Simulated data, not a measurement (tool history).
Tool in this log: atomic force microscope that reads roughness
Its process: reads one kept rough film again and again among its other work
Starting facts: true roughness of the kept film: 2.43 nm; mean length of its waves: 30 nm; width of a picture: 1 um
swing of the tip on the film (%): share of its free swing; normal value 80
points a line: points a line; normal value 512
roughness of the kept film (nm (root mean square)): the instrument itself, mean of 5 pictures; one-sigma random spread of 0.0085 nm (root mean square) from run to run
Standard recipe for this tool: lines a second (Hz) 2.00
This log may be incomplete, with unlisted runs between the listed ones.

run	hour	lines a second (Hz)	swing of the tip on the film (%)	points a line	roughness of the kept film (nm (root mean square))
1	0.0	2.00	80	512	1.873
2	8.9	2.00	80	512	1.868
3	14.9	2.00	80	512	1.874
4	20.0	2.00	80	512	1.887
5	24.4	2.00	80	512	1.886
6	30.7	2.00	80	512	1.896
# hour 33.5: new tip fitted
7	37.6	2.00	80	512	1.875
8	43.0	2.00	80	512	1.880
9	51.7	2.00	80	687	1.885
10	55.7	2.00	80	687	1.896
11	64.2	0.68	80	512	2.056
12	72.9	2.00	57	512	2.098
13	76.9	2.00	57	476	2.098
14	82.8	2.00	57	476	2.099
15	91.1	2.00	80	512	1.881
16	96.7	2.00	80	1016	1.898
17	104.9	2.00	80	1016	1.892
18	110.8	2.00	80	512	1.875
19	115.8	2.00	63	512	2.082
20	121.8	2.00	63	512	2.069
21	126.9	2.00	65	512	2.039
22	133.7	2.00	80	512	1.873
23	142.7	2.00	80	512	1.870
24	149.5	2.00	64	512	2.053
25	156.6	2.00	64	512	2.064
26	163.3	2.00	64	512	2.047
27	169.2	2.00	64	512	2.038
28	177.3	0.95	80	370	2.012
# hour 179.2: new tip fitted
29	185.5	1.84	58	632	2.115
30	191.6	1.84	58	632	2.120
31	198.4	1.84	58	632	2.108
32	202.4	1.84	58	632	2.091
33	210.1	1.84	58	632	2.110
34	218.2	0.91	85	419	1.993
35	226.6	0.91	85	419	1.999
36	231.5	1.42	78	512	1.979
37	237.8	1.98	88	512	1.751
38	244.7	1.98	88	512	1.771
39	253.6	1.84	80	489	1.901
40	262.4	0.55	59	323	2.141
41	266.5	0.55	59	323	2.139
42	274.7	0.55	59	323	2.150
43	279.3	3.46	84	482	1.633
44	288.0	3.46	84	482	1.624
45	292.7	2.20	61	500	2.041
46	297.9	0.53	59	424	2.167
47	306.3	1.24	68	512	2.075
48	312.3	1.24	69	258	2.034
49	316.8	0.51	80	346	2.082
# hour 325.3: new tip fitted
50	325.3	0.85	88	346	1.978
51	334.3	0.85	88	346	1.955
52	341.6	2.43	58	360	2.069

Consider 5 possible next runs. They are alternatives, not a sequence: every one starts from the tool as it was left by run 52. What does each give?
A	346.8	2.48	86	272	?
B	346.8	2.43	73	360	?
C	346.8	2.00	56	512	?
D	346.8	1.74	81	434	?
E	346.8	1.51	67	293	?

run	roughness of the kept film (nm (root mean square))
A	1.703
B	1.921
C	2.112
D	1.908
E	2.042
Take away the tool's hidden state, keep each run's random variation, and the runs would have read:
run	roughness of the kept film (nm (root mean square))
A	1.704
B	1.922
C	2.114
D	1.909
E	2.043
